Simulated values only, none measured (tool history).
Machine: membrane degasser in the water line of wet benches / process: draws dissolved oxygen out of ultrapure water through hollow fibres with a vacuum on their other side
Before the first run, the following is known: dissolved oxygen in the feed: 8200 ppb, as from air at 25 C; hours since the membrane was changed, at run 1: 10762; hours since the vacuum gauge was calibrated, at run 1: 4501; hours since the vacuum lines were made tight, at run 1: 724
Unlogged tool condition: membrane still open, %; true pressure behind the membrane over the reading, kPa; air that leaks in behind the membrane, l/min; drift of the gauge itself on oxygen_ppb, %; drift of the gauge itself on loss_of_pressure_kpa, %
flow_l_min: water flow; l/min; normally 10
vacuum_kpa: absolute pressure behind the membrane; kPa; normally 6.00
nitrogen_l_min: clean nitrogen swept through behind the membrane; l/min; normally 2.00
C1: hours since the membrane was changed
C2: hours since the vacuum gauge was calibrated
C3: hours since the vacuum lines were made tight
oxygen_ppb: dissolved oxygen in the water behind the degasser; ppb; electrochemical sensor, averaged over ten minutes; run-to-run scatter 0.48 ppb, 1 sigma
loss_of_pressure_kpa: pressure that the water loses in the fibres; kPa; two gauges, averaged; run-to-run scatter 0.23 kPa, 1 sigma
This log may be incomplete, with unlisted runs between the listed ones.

{"run": 1, "hour": 0.0, "flow_l_min": 10, "vacuum_kpa": 6.0, "nitrogen_l_min": 2.0, "C1": 10762, "C2": 4501, "C3": 724, "oxygen_ppb": 37.7, "loss_of_pressure_kpa": 57.91}
{"run": 2, "hour": 274.1, "flow_l_min": 10, "vacuum_kpa": 6.0, "nitrogen_l_min": 2.0, "C1": 11036, "C2": 4775, "C3": 998, "oxygen_ppb": 37.5, "loss_of_pressure_kpa": 58.63}
{"hour": 474.3, "done": "vacuum gauge calibrated"}
{"run": 3, "hour": 517.4, "flow_l_min": 10, "vacuum_kpa": 6.0, "nitrogen_l_min": 2.0, "C1": 11279, "C2": 43, "C3": 1241, "oxygen_ppb": 37.6, "loss_of_pressure_kpa": 58.51}
{"run": 4, "hour": 701.0, "flow_l_min": 10, "vacuum_kpa": 6.0, "nitrogen_l_min": 2.0, "C1": 11463, "C2": 227, "C3": 1425, "oxygen_ppb": 37.1, "loss_of_pressure_kpa": 58.19}
{"run": 5, "hour": 977.1, "flow_l_min": 10, "vacuum_kpa": 6.0, "nitrogen_l_min": 2.0, "C1": 11739, "C2": 503, "C3": 1701, "oxygen_ppb": 37.3, "loss_of_pressure_kpa": 58.53}
{"run": 6, "hour": 1222.2, "flow_l_min": 10, "vacuum_kpa": 6.0, "nitrogen_l_min": 2.0, "C1": 11984, "C2": 748, "C3": 1946, "oxygen_ppb": 36.3, "loss_of_pressure_kpa": 58.6}
{"run": 7, "hour": 1482.6, "flow_l_min": 10, "vacuum_kpa": 6.0, "nitrogen_l_min": 2.0, "C1": 12244, "C2": 1008, "C3": 2206, "oxygen_ppb": 37.1, "loss_of_pressure_kpa": 58.54}
{"run": 8, "hour": 1724.8, "flow_l_min": 7, "vacuum_kpa": 6.0, "nitrogen_l_min": 2.0, "C1": 12486, "C2": 1250, "C3": 2448, "oxygen_ppb": 24.5, "loss_of_pressure_kpa": 41.13}
{"run": 9, "hour": 1967.4, "flow_l_min": 7, "vacuum_kpa": 6.0, "nitrogen_l_min": 2.0, "C1": 12729, "C2": 1493, "C3": 2691, "oxygen_ppb": 24.7, "loss_of_pressure_kpa": 41.15}
{"run": 10, "hour": 2153.5, "flow_l_min": 10, "vacuum_kpa": 6.0, "nitrogen_l_min": 0.86, "C1": 12915, "C2": 1679, "C3": 2877, "oxygen_ppb": 79.0, "loss_of_pressure_kpa": 59.02}
{"run": 11, "hour": 2313.9, "flow_l_min": 10, "vacuum_kpa": 6.0, "nitrogen_l_min": 0.86, "C1": 13075, "C2": 1840, "C3": 3038, "oxygen_ppb": 78.2, "loss_of_pressure_kpa": 58.7}
{"run": 12, "hour": 2595.5, "flow_l_min": 10, "vacuum_kpa": 6.0, "nitrogen_l_min": 2.0, "C1": 13357, "C2": 2121, "C3": 3319, "oxygen_ppb": 38.2, "loss_of_pressure_kpa": 59.47}
{"run": 13, "hour": 2820.8, "flow_l_min": 10, "vacuum_kpa": 6.0, "nitrogen_l_min": 3.41, "C1": 13582, "C2": 2346, "C3": 3544, "oxygen_ppb": 22.8, "loss_of_pressure_kpa": 59.3}
{"run": 14, "hour": 3070.9, "flow_l_min": 10, "vacuum_kpa": 6.0, "nitrogen_l_min": 3.41, "C1": 13832, "C2": 2597, "C3": 3795, "oxygen_ppb": 23.0, "loss_of_pressure_kpa": 59.5}
{"run": 15, "hour": 3244.3, "flow_l_min": 10, "vacuum_kpa": 6.0, "nitrogen_l_min": 3.41, "C1": 14006, "C2": 2770, "C3": 3968, "oxygen_ppb": 23.2, "loss_of_pressure_kpa": 59.58}
{"run": 16, "hour": 3434.2, "flow_l_min": 10, "vacuum_kpa": 6.0, "nitrogen_l_min": 2.0, "C1": 14196, "C2": 2960, "C3": 4158, "oxygen_ppb": 38.1, "loss_of_pressure_kpa": 59.84}
{"run": 17, "hour": 3616.9, "flow_l_min": 12, "vacuum_kpa": 6.09, "nitrogen_l_min": 2.59, "C1": 14378, "C2": 3143, "C3": 4341, "oxygen_ppb": 39.6, "loss_of_pressure_kpa": 71.72}
{"hour": 3761.8, "done": "gauge calibrated"}
{"run": 18, "hour": 3801.8, "flow_l_min": 15, "vacuum_kpa": 4.08, "nitrogen_l_min": 1.46, "C1": 14563, "C2": 3327, "C3": 4525, "oxygen_ppb": 36.2, "loss_of_pressure_kpa": 87.28}
{"run": 19, "hour": 3932.1, "flow_l_min": 15, "vacuum_kpa": 4.08, "nitrogen_l_min": 1.46, "C1": 14694, "C2": 3458, "C3": 4656, "oxygen_ppb": 36.6, "loss_of_pressure_kpa": 87.97}
{"hour": 4000.9, "done": "membrane cartridge changed"}
{"hour": 4061.5, "done": "seals of the vacuum lines changed"}
{"run": 20, "hour": 4082.4, "flow_l_min": 7, "vacuum_kpa": 4.32, "nitrogen_l_min": 1.42, "C1": 80, "C2": 3602, "C3": 21, "oxygen_ppb": 14.6, "loss_of_pressure_kpa": 40.75}
{"run": 21, "hour": 4305.0, "flow_l_min": 8, "vacuum_kpa": 3.94, "nitrogen_l_min": 2.0, "C1": 302, "C2": 3825, "C3": 244, "oxygen_ppb": 8.8, "loss_of_pressure_kpa": 46.72}
{"run": 22, "hour": 4517.4, "flow_l_min": 15, "vacuum_kpa": 8.95, "nitrogen_l_min": 3.73, "C1": 514, "C2": 4037, "C3": 456, "oxygen_ppb": 72.0, "loss_of_pressure_kpa": 87.72}
{"run": 23, "hour": 4735.0, "flow_l_min": 15, "vacuum_kpa": 8.95, "nitrogen_l_min": 3.73, "C1": 732, "C2": 4255, "C3": 673, "oxygen_ppb": 70.7, "loss_of_pressure_kpa": 87.95}
{"run": 24, "hour": 4965.3, "flow_l_min": 8, "vacuum_kpa": 6.0, "nitrogen_l_min": 1.97, "C1": 962, "C2": 4485, "C3": 904, "oxygen_ppb": 29.3, "loss_of_pressure_kpa": 46.54}
{"run": 25, "hour": 5131.3, "flow_l_min": 8, "vacuum_kpa": 14.59, "nitrogen_l_min": 1.5, "C1": 1128, "C2": 4651, "C3": 1070, "oxygen_ppb": 148.3, "loss_of_pressure_kpa": 46.94}
{"run": 26, "hour": 5354.9, "flow_l_min": 8, "vacuum_kpa": 14.59, "nitrogen_l_min": 1.5, "C1": 1352, "C2": 4875, "C3": 1293, "oxygen_ppb": 150.1, "loss_of_pressure_kpa": 47.24}
{"hour": 5455.8, "done": "vacuum gauge calibrated"}
{"run": 27, "hour": 5609.1, "flow_l_min": 7, "vacuum_kpa": 6.27, "nitrogen_l_min": 2.0, "C1": 1606, "C2": 153, "C3": 1547, "oxygen_ppb": 26.8, "loss_of_pressure_kpa": 41.21}
{"run": 28, "hour": 5840.8, "flow_l_min": 8, "vacuum_kpa": 6.0, "nitrogen_l_min": 2.0, "C1": 1837, "C2": 385, "C3": 1779, "oxygen_ppb": 28.5, "loss_of_pressure_kpa": 47.15}
{"run": 29, "hour": 6065.6, "flow_l_min": 7, "vacuum_kpa": 6.0, "nitrogen_l_min": 1.39, "C1": 2062, "C2": 610, "C3": 2004, "oxygen_ppb": 36.1, "loss_of_pressure_kpa": 41.23}
{"run": 30, "hour": 6250.0, "flow_l_min": 11, "vacuum_kpa": 6.0, "nitrogen_l_min": 3.62, "C1": 2247, "C2": 794, "C3": 2188, "oxygen_ppb": 25.3, "loss_of_pressure_kpa": 65.03}
{"run": 31, "hour": 6402.4, "flow_l_min": 7, "vacuum_kpa": 6.0, "nitrogen_l_min": 1.1, "C1": 2399, "C2": 947, "C3": 2340, "oxygen_ppb": 44.3, "loss_of_pressure_kpa": 40.98}

3 ways to go on from here, each from the tool as it stands after run 31. What would each give?
{"run": "A", "hour": 6630.3, "flow_l_min": 10, "vacuum_kpa": 6.6, "nitrogen_l_min": 4.61, "C1": 2627, "C2": 1175, "C3": 2568, "oxygen_ppb": "?", "loss_of_pressure_kpa": "?"}
{"run": "B", "hour": 6630.3, "flow_l_min": 9, "vacuum_kpa": 11.36, "nitrogen_l_min": 4.16, "C1": 2627, "C2": 1175, "C3": 2568, "oxygen_ppb": "?", "loss_of_pressure_kpa": "?"}
{"run": "C", "hour": 6630.3, "flow_l_min": 13, "vacuum_kpa": 13.69, "nitrogen_l_min": 0.95, "C1": 2627, "C2": 1175, "C3": 2568, "oxygen_ppb": "?", "loss_of_pressure_kpa": "?"}

run=A oxygen_ppb=21.8 loss_of_pressure_kpa=59.41
run=B oxygen_ppb=46.3 loss_of_pressure_kpa=53.52
run=C oxygen_ppb=329.7 loss_of_pressure_kpa=76.91
What these runs would have given with no unlogged condition in the tool:
run=A oxygen_ppb=21.8 loss_of_pressure_kpa=58.33
run=B oxygen_ppb=46.3 loss_of_pressure_kpa=52.55
run=C oxygen_ppb=329.5 loss_of_pressure_kpa=75.50
